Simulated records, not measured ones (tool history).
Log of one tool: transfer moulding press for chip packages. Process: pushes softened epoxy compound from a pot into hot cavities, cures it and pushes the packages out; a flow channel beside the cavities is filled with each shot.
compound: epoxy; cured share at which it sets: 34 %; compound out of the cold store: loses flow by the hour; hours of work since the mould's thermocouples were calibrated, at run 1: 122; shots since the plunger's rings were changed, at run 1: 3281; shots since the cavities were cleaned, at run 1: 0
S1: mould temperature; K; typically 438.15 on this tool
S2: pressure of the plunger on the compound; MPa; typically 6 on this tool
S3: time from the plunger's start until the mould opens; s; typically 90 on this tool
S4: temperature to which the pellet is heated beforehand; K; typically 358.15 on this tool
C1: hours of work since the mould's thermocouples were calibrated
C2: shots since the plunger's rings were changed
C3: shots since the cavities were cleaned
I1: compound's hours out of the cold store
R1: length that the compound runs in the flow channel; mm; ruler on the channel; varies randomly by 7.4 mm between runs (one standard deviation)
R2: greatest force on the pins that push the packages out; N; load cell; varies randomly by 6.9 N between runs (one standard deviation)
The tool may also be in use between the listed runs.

run	day	S1	S2	S3	S4	C1	C2	C3	I1	R1	R2
1	0	438.15	6	90	358.15	122	3281	0	27.1	833	286
2	0.308	438.15	6	90	358.15	126	3366	85	17.4	846	317
3	0.662	438.15	6	90	358.15	131	3464	183	45.8	807	343
4	1.054	438.15	6	90	358.15	137	3572	291	33.8	816	372
5	1.279	438.15	6	90	358.15	140	3634	353	43.7	796	389
6	1.675	438.15	6	90	358.15	146	3743	462	13.4	847	415
7	2.012	438.15	6	90	352.15	150	3837	556	28.3	820	433
8	2.254	438.15	6	90	358.15	154	3904	623	38.5	811	422
# day 2.362: cavities cleaned with cleaning compound and waxed
9	2.496	434.15	6	90	358.15	156	3953	36	47.9	791	382
10	2.662	434.15	6	90	358.15	159	3999	82	17.1	857	420
11	2.979	434.15	6	114	358.15	163	4087	170	15.8	850	288
12	3.321	434.15	6	114	358.15	168	4181	264	44	806	314
13	3.662	437.15	7.4	77	358.15	173	4276	359	15.4	940	594
14	3.967	444.15	5.31	77	358.15	177	4359	442	44.5	737	378
15	4.138	444.15	5.31	70	358.15	180	4406	489	35.5	734	472
16	4.438	435.15	6	90	358.15	184	4489	572	16.1	849	522
# day 4.725: cavities cleaned with cleaning compound and waxed
17	4.725	438.15	6	90	358.15	187	4552	0	21.1	829	274

Same runs, no hidden state in the tool, same run-to-run variation:
Unlogged tool condition in this case: true mould temperature over the reading, C; pressure that reaches the compound, % of what is set; grip of the stained cavities, % over clean ones'; drift of the gauge itself on flow_mm, %; drift of the gauge itself on push_out_n, %.
run	R1	R2
1	871	283
2	886	287
3	846	283
4	856	285
5	836	288
6	890	290
7	863	290
8	855	276
9	834	369
10	904	387
11	899	241
12	853	244
13	996	444
14	781	265
15	779	328
16	902	353
17	882	279
